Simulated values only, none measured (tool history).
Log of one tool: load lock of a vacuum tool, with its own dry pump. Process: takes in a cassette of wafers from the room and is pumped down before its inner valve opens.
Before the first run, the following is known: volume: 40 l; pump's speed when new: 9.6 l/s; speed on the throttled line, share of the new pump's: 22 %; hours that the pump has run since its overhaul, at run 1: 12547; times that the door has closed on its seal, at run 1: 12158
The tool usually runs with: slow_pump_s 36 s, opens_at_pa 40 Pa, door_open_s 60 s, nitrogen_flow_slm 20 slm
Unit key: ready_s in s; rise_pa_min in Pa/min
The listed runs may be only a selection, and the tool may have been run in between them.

run      day  slow_pump_s  opens_at_pa  door_open_s  nitrogen_flow_slm  hours that the pump has run since its overhaul  times that the door has closed on its seal  incoming humidity of the room's air, %  ready_s  rise_pa_min
  1    0.000           36           40           60                 20                                           12547                                       12158                                    46.8     67.1        0.098
  2   14.875           36           40           60                  4                                           12904                                       13691                                    44.1     67.2        0.151
  3   27.800           36           40           60                  4                                           13214                                       15022                                    48.5     67.3        0.178
  4   35.517           36           40           60                 20                                           13400                                       15818                                    45.4     67.9        0.143
  5   53.321           36           40           60                 20                                           13827                                       17652                                    47.9     67.6        0.163
  6   69.225           36           40           60                 20                                           14209                                       19291                                    45.2     68.5        0.189
  7   85.583           36           40           60                 20                                           14601                                       20976                                    41.3     67.9        0.217
  8   95.067           36           40           60                 20                                           14829                                       21953                                    43.2     68.4        0.225
  9  112.962           37           40           60                 26                                           15258                                       23797                                    42.0     68.4        0.260
 10  128.921           36           37          114                 20                                           15641                                       25441                                    45.9     69.4        0.316

What if the next run were any one of these 4? Each begins from the tool's condition after run 10:
  A  136.562           36           42           60                 15                                           15825                                       26228                                    41.9        ?            ?
  B  136.562           36           43           60                 11                                           15825                                       26228                                    44.3        ?            ?
  C  136.562           36           31          176                 20                                           15825                                       26228                                    44.7        ?            ?
  D  136.562           36           32          114                 16                                           15825                                       26228                                    43.0        ?            ?

run  ready_s  rise_pa_min
  A     69.9        0.308
  B     68.4        0.307
  C     71.0        0.328
  D     69.9        0.310
With the hidden condition removed and each run's random variation left untouched, the same runs would have given:
run  ready_s  rise_pa_min
  A     61.6        0.033
  B     60.2        0.038
  C     62.3        0.053
  D     61.4        0.038
